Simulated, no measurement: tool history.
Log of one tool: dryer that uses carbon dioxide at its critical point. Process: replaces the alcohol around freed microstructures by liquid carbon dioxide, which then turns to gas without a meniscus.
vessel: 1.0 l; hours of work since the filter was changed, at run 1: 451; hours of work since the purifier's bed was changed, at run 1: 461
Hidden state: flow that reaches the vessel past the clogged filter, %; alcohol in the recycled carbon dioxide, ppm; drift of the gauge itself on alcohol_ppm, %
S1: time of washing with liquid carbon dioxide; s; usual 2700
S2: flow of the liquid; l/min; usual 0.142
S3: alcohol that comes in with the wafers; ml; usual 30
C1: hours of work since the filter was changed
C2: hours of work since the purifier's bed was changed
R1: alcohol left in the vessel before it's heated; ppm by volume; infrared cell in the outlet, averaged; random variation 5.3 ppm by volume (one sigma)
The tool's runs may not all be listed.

run   hour    S1     S2   S3   C1   C2   R1
  1      0  2700  0.142   30  451  461  319
  2   34.4  2700  0.142   30  469  479  339
  3   61.5  2700  0.142   30  484  493  333
  4   82.8  2700  0.142   30  495  504  362
     110.9  -- purifier's bed changed
  5  110.9  2700  0.142   30  508    0  155
  6    136  2700  0.142   30  521   13  163
  7  160.2  2700  0.142   30  534   26  169
     163.1  -- inlet filter changed
  8  178.1  2700  0.142   30    8   35  124
  9    212  2700  0.142   66   26   53  259
 10  228.4  2700  0.142   30   35   62  140
 11  251.3  2700  0.142   37   47   74  171
 12  282.8  2700  0.142   37   63   90  185
 13  316.1  2760  0.161   57   81  108  116
 14  331.2  2760  0.161   57   89  116  132
 15  358.8  2760  0.161   57  103  130  144
 16  387.8  2760  0.161   57  119  146  158
 17  410.3  2760  0.161   57  131  158  153
 18  438.9  2760  0.161   57  146  173  169
 19  463.1  2700  0.229  100  158  186   95
 20  483.5  2100  0.228   28  169  196  107
 21  503.2  2100  0.228   28  180  207  114

Hidden state or all else? Some run-to-run changes of R1, split into what the settings, what came in and random variation would give without the hidden state, and what is left for the hidden state (with any gauge scatter that isn't in both results):
Run 4 -> 5: purifier's bed changed. R1 -207 ppm by volume: hidden state -203, all else -4.
Run 7 -> 8: inlet filter changed. R1 -45 ppm by volume: hidden state -39, all else -6.
Run 8 -> 9: S3 30 -> 66. R1 +135 ppm by volume: hidden state +11, all else +124.
